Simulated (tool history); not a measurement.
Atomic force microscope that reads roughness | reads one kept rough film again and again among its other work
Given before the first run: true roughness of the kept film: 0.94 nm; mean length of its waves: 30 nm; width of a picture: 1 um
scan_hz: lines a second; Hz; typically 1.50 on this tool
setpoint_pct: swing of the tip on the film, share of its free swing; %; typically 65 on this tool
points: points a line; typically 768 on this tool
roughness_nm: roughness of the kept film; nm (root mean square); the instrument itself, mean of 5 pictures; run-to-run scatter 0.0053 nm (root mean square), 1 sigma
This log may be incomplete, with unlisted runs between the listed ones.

Run 1, day 0.000: usual settings. Result: roughness_nm 0.863 nm (root mean square).
Run 2, day 0.604: usual settings. Result: roughness_nm 0.857 nm (root mean square).
Run 3, day 1.367: usual settings. Result: roughness_nm 0.855 nm (root mean square).
Run 4, day 2.200: usual settings. Result: roughness_nm 0.848 nm (root mean square).
Run 5, day 2.946: usual settings. Result: roughness_nm 0.857 nm (root mean square).
Run 6, day 3.408: usual settings but setpoint_pct 62 %. Result: roughness_nm 0.874 nm (root mean square).
Run 7, day 4.162: usual settings but setpoint_pct 62 %. Result: roughness_nm 0.867 nm (root mean square).
Run 8, day 4.600: usual settings but setpoint_pct 62 %. Result: roughness_nm 0.865 nm (root mean square).
Run 9, day 5.075: usual settings but setpoint_pct 62 %, points 692. Result: roughness_nm 0.862 nm (root mean square).
Run 10, day 5.883: usual settings. Result: roughness_nm 0.856 nm (root mean square).
Run 11, day 6.379: usual settings but setpoint_pct 78 %. Result: roughness_nm 0.816 nm (root mean square).
Run 12, day 6.896: usual settings but points 511. Result: roughness_nm 0.864 nm (root mean square).
Run 13, day 7.512: usual settings but scan_hz 1.29 Hz. Result: roughness_nm 0.860 nm (root mean square).
Run 14, day 8.100: usual settings but scan_hz 1.29 Hz. Result: roughness_nm 0.872 nm (root mean square).
Run 15, day 8.808: usual settings but scan_hz 1.03 Hz. Result: roughness_nm 0.872 nm (root mean square).
Run 16, day 9.621: usual settings but scan_hz 1.03 Hz. Result: roughness_nm 0.873 nm (root mean square).
Run 17, day 10.429: usual settings but scan_hz 2.31 Hz. Result: roughness_nm 0.841 nm (root mean square).
Run 18, day 11.129: usual settings but points 638. Result: roughness_nm 0.853 nm (root mean square).
Run 19, day 11.712: usual settings but points 638. Result: roughness_nm 0.859 nm (root mean square).
Run 20, day 12.254: usual settings but setpoint_pct 60 %, points 924. Result: roughness_nm 0.865 nm (root mean square).
Run 21, day 12.762: usual settings but scan_hz 1.51 Hz, setpoint_pct 84 %, points 892. Result: roughness_nm 0.786 nm (root mean square).
Run 22, day 13.175: usual settings but scan_hz 1.51 Hz, setpoint_pct 84 %, points 892. Result: roughness_nm 0.779 nm (root mean square).
Run 23, day 13.688: usual settings but scan_hz 1.28 Hz, setpoint_pct 59 %, points 508. Result: roughness_nm 0.877 nm (root mean square).
Run 24, day 14.429: usual settings but scan_hz 1.41 Hz, setpoint_pct 70 %, points 559. Result: roughness_nm 0.846 nm (root mean square).
Run 25, day 15.042: usual settings but scan_hz 2.22 Hz, setpoint_pct 80 %, points 377. Result: roughness_nm 0.755 nm (root mean square).
Run 26, day 15.483: usual settings but setpoint_pct 72 %, points 634. Result: roughness_nm 0.832 nm (root mean square).
Run 27, day 15.825: usual settings but setpoint_pct 72 %, points 634. Result: roughness_nm 0.832 nm (root mean square).
Run 28, day 16.646: usual settings but setpoint_pct 72 %, points 634. Result: roughness_nm 0.838 nm (root mean square).
Run 29, day 17.017: usual settings but setpoint_pct 72 %, points 634. Result: roughness_nm 0.841 nm (root mean square).
Run 30, day 17.758: usual settings but scan_hz 1.83 Hz, setpoint_pct 79 %, points 634. Result: roughness_nm 0.789 nm (root mean square).
Run 31, day 18.183: usual settings but setpoint_pct 59 %, points 302. Result: roughness_nm 0.873 nm (root mean square).
Run 32, day 18.638: usual settings but scan_hz 2.46 Hz, setpoint_pct 70 %, points 403. Result: roughness_nm 0.804 nm (root mean square).
Run 33, day 19.008: usual settings but scan_hz 3.75 Hz, setpoint_pct 86 %, points 925. Result: roughness_nm 0.636 nm (root mean square).
Run 34, day 19.629: usual settings but scan_hz 1.21 Hz, setpoint_pct 83 %. Result: roughness_nm 0.796 nm (root mean square).

Withheld: 5 entries from between the runs. Position of each, and hidden state at the listed run before versus the listed run after:
From run 4 to run 5: new tip fitted (day 2.900)
  radius of the tip, nm: 8.1 -> 7.1
From run 10 to run 11: new tip fitted (day 6.321)
  radius of the tip, nm: 8.2 -> 7.1
From run 16 to run 17: new tip fitted (day 9.712)
  radius of the tip, nm: 8.5 -> 7.3
From run 21 to run 22: new tip fitted (day 13.142)
  radius of the tip, nm: 8.3 -> 7
From run 27 to run 28: new tip fitted (day 16.504)
  radius of the tip, nm: 8.1 -> 7.1
